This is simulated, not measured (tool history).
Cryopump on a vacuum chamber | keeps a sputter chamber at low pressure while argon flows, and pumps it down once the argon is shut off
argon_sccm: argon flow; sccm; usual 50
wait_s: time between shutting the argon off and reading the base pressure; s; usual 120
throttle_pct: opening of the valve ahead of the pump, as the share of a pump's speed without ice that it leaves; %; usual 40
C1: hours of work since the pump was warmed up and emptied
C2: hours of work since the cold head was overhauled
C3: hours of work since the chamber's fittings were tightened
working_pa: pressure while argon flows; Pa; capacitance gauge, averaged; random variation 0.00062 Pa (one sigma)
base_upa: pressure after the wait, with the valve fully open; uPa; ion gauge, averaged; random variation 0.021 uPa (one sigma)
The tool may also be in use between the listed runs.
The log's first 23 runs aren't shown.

Run 24, hour 280.9: usual settings but argon_sccm 30 sccm, throttle_pct 29 %; C1 205; C2 205; C3 290. Result: working_pa 0.0758 Pa, base_upa 0.44 uPa.
Run 25, hour 293.9: usual settings but wait_s 166 s, throttle_pct 56 %; C1 213; C2 213; C3 297. Result: working_pa 0.0666 Pa, base_upa 0.37 uPa.
Run 26, hour 301.4: usual settings but wait_s 214 s, throttle_pct 26 %; C1 217; C2 217; C3 302. Result: working_pa 0.1424 Pa, base_upa 0.30 uPa.
Run 27, hour 313.4: usual settings but wait_s 21 s; C1 224; C2 224; C3 309. Result: working_pa 0.0928 Pa, base_upa 1.65 uPa.
Run 28, hour 321.3: usual settings but wait_s 21 s; C1 229; C2 229; C3 314. Result: working_pa 0.0933 Pa, base_upa 1.58 uPa.
Run 29, hour 336.1: usual settings but argon_sccm 29 sccm, wait_s 124 s; C1 238; C2 238; C3 322. Result: working_pa 0.0551 Pa, base_upa 0.43 uPa.
Run 30, hour 347.4: usual settings but argon_sccm 29 sccm, wait_s 124 s; C1 244; C2 244; C3 329. Result: working_pa 0.0546 Pa, base_upa 0.41 uPa.
Run 31, hour 364.6: usual settings but argon_sccm 76 sccm, wait_s 65 s, throttle_pct 17 %; C1 254; C2 254; C3 339. Result: working_pa 0.3262 Pa, base_upa 0.61 uPa.
Run 32, hour 376.8: usual settings but argon_sccm 76 sccm, wait_s 65 s, throttle_pct 17 %; C1 262; C2 262; C3 346. Result: working_pa 0.3293 Pa, base_upa 0.72 uPa.
Run 33, hour 384.6: usual settings but argon_sccm 27 sccm, wait_s 147 s, throttle_pct 16 %; C1 266; C2 266; C3 351. Result: working_pa 0.1246 Pa, base_upa 0.43 uPa.
Run 34, hour 391.9: usual settings but argon_sccm 27 sccm, wait_s 35 s, throttle_pct 42 %; C1 271; C2 271; C3 355. Result: working_pa 0.0483 Pa, base_upa 1.03 uPa.

Forecast each of these 4 alternatives for the next run:
Run A, hour 403.2: usual settings but argon_sccm 25 sccm, wait_s 35 s, throttle_pct 42 %; C1 277; C2 277; C3 362. Result: working_pa ?, base_upa ?.
Run B, hour 403.2: usual settings but argon_sccm 26 sccm; C1 277; C2 277; C3 362. Result: working_pa ?, base_upa ?.
Run C, hour 403.2: usual settings but argon_sccm 28 sccm, wait_s 158 s, throttle_pct 55 %; C1 277; C2 277; C3 362. Result: working_pa ?, base_upa ?.
Run D, hour 403.2: usual settings but argon_sccm 89 sccm, wait_s 38 s, throttle_pct 47 %; C1 277; C2 277; C3 362. Result: working_pa ?, base_upa ?.

run  working_pa  base_upa
  A      0.0446      1.05
  B      0.0489      0.48
  C      0.0381      0.34
  D      0.1426      1.00
Without the tool's hidden state the same runs would have given:
run  working_pa  base_upa
  A      0.0435      0.98
  B      0.0477      0.41
  C      0.0368      0.27
  D      0.1385      0.93

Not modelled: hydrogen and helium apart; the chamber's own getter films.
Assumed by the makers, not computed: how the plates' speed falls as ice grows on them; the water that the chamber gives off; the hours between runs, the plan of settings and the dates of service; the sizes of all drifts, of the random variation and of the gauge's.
